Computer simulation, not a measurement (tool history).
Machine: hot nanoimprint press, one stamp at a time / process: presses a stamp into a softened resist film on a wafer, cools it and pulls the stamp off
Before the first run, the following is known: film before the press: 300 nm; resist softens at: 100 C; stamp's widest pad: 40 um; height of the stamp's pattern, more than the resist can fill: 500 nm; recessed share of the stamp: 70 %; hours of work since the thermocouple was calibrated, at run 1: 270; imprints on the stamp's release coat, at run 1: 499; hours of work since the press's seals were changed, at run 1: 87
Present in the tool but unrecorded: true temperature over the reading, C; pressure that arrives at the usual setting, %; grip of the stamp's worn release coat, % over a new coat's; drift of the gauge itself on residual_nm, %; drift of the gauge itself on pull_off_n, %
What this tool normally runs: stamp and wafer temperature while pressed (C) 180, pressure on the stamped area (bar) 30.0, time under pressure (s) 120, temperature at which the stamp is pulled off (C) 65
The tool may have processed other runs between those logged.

run	hour	stamp and wafer temperature while pressed (C)	pressure on the stamped area (bar)	time under pressure (s)	temperature at which the stamp is pulled off (C)	hours of work since the thermocouple was calibrated	imprints on the stamp's release coat	hours of work since the press's seals were changed	resist left under the stamp's widest pad (nm)	greatest force while the stamp is pulled off (N)
1	0.0	180	30.0	120	65	270	499	87	112.9	214
2	19.3	180	30.0	120	65	282	570	99	113.6	222
# hour 28.7: plate thermocouple calibrated
3	50.7	180	30.0	120	65	14	674	117	119.0	236
4	73.9	180	30.0	120	65	29	758	131	117.6	242
5	98.4	180	22.2	120	65	44	848	147	135.4	244
6	122.4	180	19.8	120	65	59	935	162	140.2	244
7	158.2	180	25.9	120	65	82	1066	185	124.4	250
8	194.4	180	25.9	120	65	105	1198	208	126.3	263
9	229.7	180	30.0	120	62	127	1327	230	116.6	291
10	263.5	180	30.0	120	70	149	1451	251	114.4	257
11	298.4	178	30.0	120	65	171	1578	274	125.5	289
# hour 307.1: stamp cleaned and given a new release coat
12	338.1	185	30.0	120	65	192	113	295	91.6	204
13	363.0	185	30.0	120	65	208	204	311	91.8	205
14	396.4	188	30.0	120	65	229	326	332	78.8	207
15	413.0	180	30.0	120	65	240	387	342	113.8	208
16	448.5	178	29.9	83	58	262	516	365	143.1	262
17	464.9	176	22.1	120	65	272	576	375	153.1	225
18	483.8	174	24.8	86	61	284	645	387	177.8	251
# hour 488.7: plate thermocouple calibrated
19	514.8	174	24.8	86	61	17	747	405	186.3	268
20	531.0	174	24.8	86	61	27	806	415	184.3	264
21	549.3	177	27.8	61	50	38	873	427	176.8	311
22	575.6	177	27.8	61	50	55	969	443	177.5	331
23	603.4	177	27.8	61	50	73	1071	461	176.1	331
24	625.9	177	27.8	61	50	87	1153	475	175.4	326
25	660.8	177	27.8	61	50	109	1280	497	175.1	354
26	690.1	177	27.8	61	50	128	1388	516	174.2	371
27	712.1	170	30.0	120	68	141	1468	530	179.4	268
28	743.9	180	30.0	137	65	162	1584	550	109.2	296
# hour 752.7: stamp cleaned and given a new release coat
29	778.3	180	22.0	137	56	180	94	568	123.9	222
30	810.1	180	30.0	69	65	200	210	588	141.5	202

3 options for the next run, each taken on its own from the tool as it stands now. Forecast them:
A	834.4	176	20.8	120	72	215	299	604	?	?
B	834.4	180	35.0	120	65	215	299	604	?	?
C	834.4	180	19.0	230	66	215	299	604	?	?

run	resist left under the stamp's widest pad (nm)	greatest force while the stamp is pulled off (N)
A	157.7	174
B	105.3	205
C	105.0	199
Without the tool's unlogged condition, the same runs would have read:
run	resist left under the stamp's widest pad (nm)	greatest force while the stamp is pulled off (N)
A	164.5	163
B	110.2	192
C	110.2	186
